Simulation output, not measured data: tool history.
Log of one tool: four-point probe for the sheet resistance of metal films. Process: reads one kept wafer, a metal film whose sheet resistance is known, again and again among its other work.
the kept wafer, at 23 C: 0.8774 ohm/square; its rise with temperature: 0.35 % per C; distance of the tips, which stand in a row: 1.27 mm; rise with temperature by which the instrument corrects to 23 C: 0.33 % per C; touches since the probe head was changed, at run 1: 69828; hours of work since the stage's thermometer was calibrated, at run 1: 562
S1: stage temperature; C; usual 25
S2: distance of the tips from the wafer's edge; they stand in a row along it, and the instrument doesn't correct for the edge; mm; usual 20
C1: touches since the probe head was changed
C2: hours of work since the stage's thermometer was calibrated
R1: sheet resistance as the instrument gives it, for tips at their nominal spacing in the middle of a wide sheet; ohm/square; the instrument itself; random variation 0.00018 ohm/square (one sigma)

run,hour,S1,S2,C1,C2,R1
1,0.0,25,20,69828,562,0.868347
2,20.0,25,39,71198,578,0.867042
3,38.6,19,39,72475,592,0.865895
# hour 48.6: new probe head fitted
4,66.4,19,39,1216,613,0.870804
5,84.5,25,7,2462,628,0.886209
6,109.3,25,7,4162,647,0.885913
7,131.0,25,7,5645,664,0.885689
8,158.8,25,7,7551,686,0.885280
9,182.3,25,7,9163,704,0.884807
10,213.9,25,7,11329,729,0.884773
11,239.0,25,7,13050,748,0.884619
12,252.0,25,20,13946,759,0.871029
13,278.6,25,20,15770,780,0.870657
14,292.5,23,8,16717,790,0.880060
15,308.5,23,8,17818,803,0.879881
16,324.2,23,3,18892,815,0.944024
17,352.1,25,8,20807,837,0.879496
18,365.3,20,23,21714,847,0.868480
19,393.8,28,10,23666,870,0.875975
20,407.2,28,10,24585,880,0.875854
21,427.8,21,29,25996,896,0.867655
22,446.9,19,7,27308,911,0.881457
23,460.6,26,5,28248,922,0.896360
24,487.1,19,48,30064,943,0.865915
25,506.6,26,20,31402,958,0.868375

Forecast each of these 5 alternatives for the next run:
A,529.4,26,67,32965,976,?
B,529.4,31,4,32965,976,?
C,529.4,25,5,32965,976,?
D,529.4,25,6,32965,976,?
E,529.4,34,8,32965,976,?

run,R1
A,0.866519
B,0.911604
C,0.895522
D,0.886550
E,0.879391
Without the tool's hidden state the same runs would have given:
run,R1
A,0.877952
B,0.923594
C,0.907300
D,0.898220
E,0.891004
